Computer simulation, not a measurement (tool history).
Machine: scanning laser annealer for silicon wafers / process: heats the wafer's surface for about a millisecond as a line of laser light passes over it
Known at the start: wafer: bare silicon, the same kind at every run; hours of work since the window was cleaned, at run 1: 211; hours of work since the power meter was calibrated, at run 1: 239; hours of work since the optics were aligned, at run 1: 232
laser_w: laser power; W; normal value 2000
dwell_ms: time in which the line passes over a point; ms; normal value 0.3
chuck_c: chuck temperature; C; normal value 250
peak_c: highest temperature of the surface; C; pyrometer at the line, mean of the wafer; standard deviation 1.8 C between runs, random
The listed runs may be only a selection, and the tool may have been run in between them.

run   hour  laser_w  dwell_ms  chuck_c  hours of work since the window was cleaned  hours of work since the power meter was calibrated  hours of work since the optics were aligned  peak_c
  1      0     2000       0.3      250                                         211                                                 239                                          232    1056
  2   10.8     2000       0.3      250                                         217                                                 246                                          239    1058
  3   18.9     2000       0.3      250                                         222                                                 250                                          243    1058
  4   29.8     2000      0.31      250                                         228                                                 257                                          250    1069
  5   38.3     2000       0.3      250                                         233                                                 262                                          254    1055
  6   45.4     2000       0.3      250                                         237                                                 266                                          259    1058
  7   55.3     2000     0.252      250                                         243                                                 271                                          264     991
  8   65.1     2000     0.252      250                                         248                                                 277                                          270     988
  9   76.5     2000     0.252      250                                         255                                                 284                                          276     990
 10   88.6     2000     0.252      250                                         262                                                 291                                          283     985
 11     99     2196     0.325      270                                         268                                                 296                                          289    1213
 12  105.7     1810     0.312      239                                         272                                                 300                                          293     958
 13  114.9     1810     0.312      261                                         277                                                 306                                          299     981
 14  121.5     1770       0.3      250                                         281                                                 309                                          302     931
 15  128.3     2000       0.3      218                                         285                                                 313                                          306    1019
 16  137.1     2172       0.3      218                                         290                                                 318                                          311    1109
 17  145.4     2172       0.3      218                                         294                                                 323                                          316    1108
 18  157.4     2000     0.253      269                                         301                                                 330                                          323    1004

Predict each of these 5 candidate next runs independently; none follows another, all start after run 18:
  A  165.1     2000     0.379      266                                         306                                                 335                                          327       ?
  B  165.1     1878     0.253      260                                         306                                                 335                                          327       ?
  C  165.1     1862     0.317      215                                         306                                                 335                                          327       ?
  D  165.1     2175     0.293      224                                         306                                                 335                                          327       ?
  E  165.1     2000     0.362      250                                         306                                                 335                                          327       ?

run  peak_c
  A    1163
  B     936
  C     964
  D    1100
  E    1130
Without the tool's unlogged condition, the same runs would have read:
run  peak_c
  A    1197
  B     962
  C     993
  D    1134
  E    1164
